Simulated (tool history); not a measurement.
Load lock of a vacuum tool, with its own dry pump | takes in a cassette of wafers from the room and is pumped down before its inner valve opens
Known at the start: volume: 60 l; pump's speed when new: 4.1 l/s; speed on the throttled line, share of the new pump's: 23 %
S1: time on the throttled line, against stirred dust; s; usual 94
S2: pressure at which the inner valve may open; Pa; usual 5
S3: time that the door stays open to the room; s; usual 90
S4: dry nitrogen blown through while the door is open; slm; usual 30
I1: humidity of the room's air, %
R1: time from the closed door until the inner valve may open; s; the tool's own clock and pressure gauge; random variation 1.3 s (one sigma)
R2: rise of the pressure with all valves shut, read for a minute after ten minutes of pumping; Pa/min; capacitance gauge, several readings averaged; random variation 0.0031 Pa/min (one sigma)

| run | hour | S1 | S2 | S3 | S4 | I1 | R1 | R2 |
|---|---|---|---|---|---|---|---|---|
| 1 | 0 | 94 | 5 | 90 | 30 | 46.7 | 221.1 | 0.166 |
| 2 | 507.9 | 94 | 5 | 90 | 30 | 44.9 | 220.4 | 0.179 |
| 3 | 907.2 | 94 | 5 | 90 | 30 | 48.4 | 222.4 | 0.193 |
|  | 1219.1 | door's seal changed, seat wiped |
| 4 | 1466.2 | 63 | 5 | 90 | 30 | 42.7 | 199 | 0.054 |
| 5 | 1904.8 | 63 | 5 | 90 | 30 | 43.9 | 198 | 0.053 |
| 6 | 2306.9 | 94 | 5 | 90 | 8 | 45.8 | 222.2 | 0.078 |
| 7 | 2769 | 94 | 5 | 90 | 8 | 47.8 | 225.2 | 0.094 |
| 8 | 3297.4 | 94 | 5 | 90 | 8 | 43.3 | 227 | 0.089 |
| 9 | 3605.6 | 94 | 5 | 90 | 30 | 42.7 | 227.8 | 0.069 |
| 10 | 4115.2 | 94 | 5 | 90 | 30 | 43 | 228.8 | 0.073 |
| 11 | 4480.8 | 94 | 5 | 90 | 30 | 46.6 | 231.4 | 0.082 |
| 12 | 4754.9 | 94 | 5 | 25 | 7 | 43.8 | 229.8 | 0.065 |
| 13 | 5136.1 | 116 | 6 | 25 | 7 | 42.6 | 245.3 | 0.071 |
| 14 | 5482.8 | 47 | 8 | 198 | 5 | 44 | 189.3 | 0.175 |
| 15 | 5772.6 | 94 | 4 | 148 | 30 | 46 | 233.7 | 0.12 |
| 16 | 6219.3 | 94 | 4 | 148 | 30 | 47.9 | 238 | 0.123 |
| 17 | 6604.4 | 94 | 4 | 148 | 30 | 40.3 | 239.4 | 0.12 |
| 18 | 7078.5 | 94 | 4 | 148 | 30 | 48.8 | 236 | 0.15 |
| 19 | 7633.7 | 94 | 4 | 148 | 30 | 47.8 | 239.8 | 0.158 |
| 20 | 7906.8 | 94 | 4 | 109 | 16 | 44 | 240.9 | 0.157 |
| 21 | 8499 | 47 | 5 | 90 | 30 | 47 | 201.8 | 0.155 |
| 22 | 8819 | 94 | 5 | 77 | 30 | 45.4 | 237.6 | 0.155 |

Forecast each of these 3 alternatives for the next run:
| A | 9163.8 | 94 | 7 | 90 | 30 | 43.2 | ? | ? |
| B | 9163.8 | 94 | 9 | 27 | 5 | 43.5 | ? | ? |
| C | 9163.8 | 94 | 5 | 77 | 9 | 44.5 | ? | ? |

| run | R1 | R2 |
|---|---|---|
| A | 233.5 | 0.164 |
| B | 228.5 | 0.153 |
| C | 240.9 | 0.185 |
Without the tool's hidden state the same runs would have given:
| run | R1 | R2 |
|---|---|---|
| A | 214.7 | 0.047 |
| B | 210 | 0.037 |
| C | 220.8 | 0.067 |

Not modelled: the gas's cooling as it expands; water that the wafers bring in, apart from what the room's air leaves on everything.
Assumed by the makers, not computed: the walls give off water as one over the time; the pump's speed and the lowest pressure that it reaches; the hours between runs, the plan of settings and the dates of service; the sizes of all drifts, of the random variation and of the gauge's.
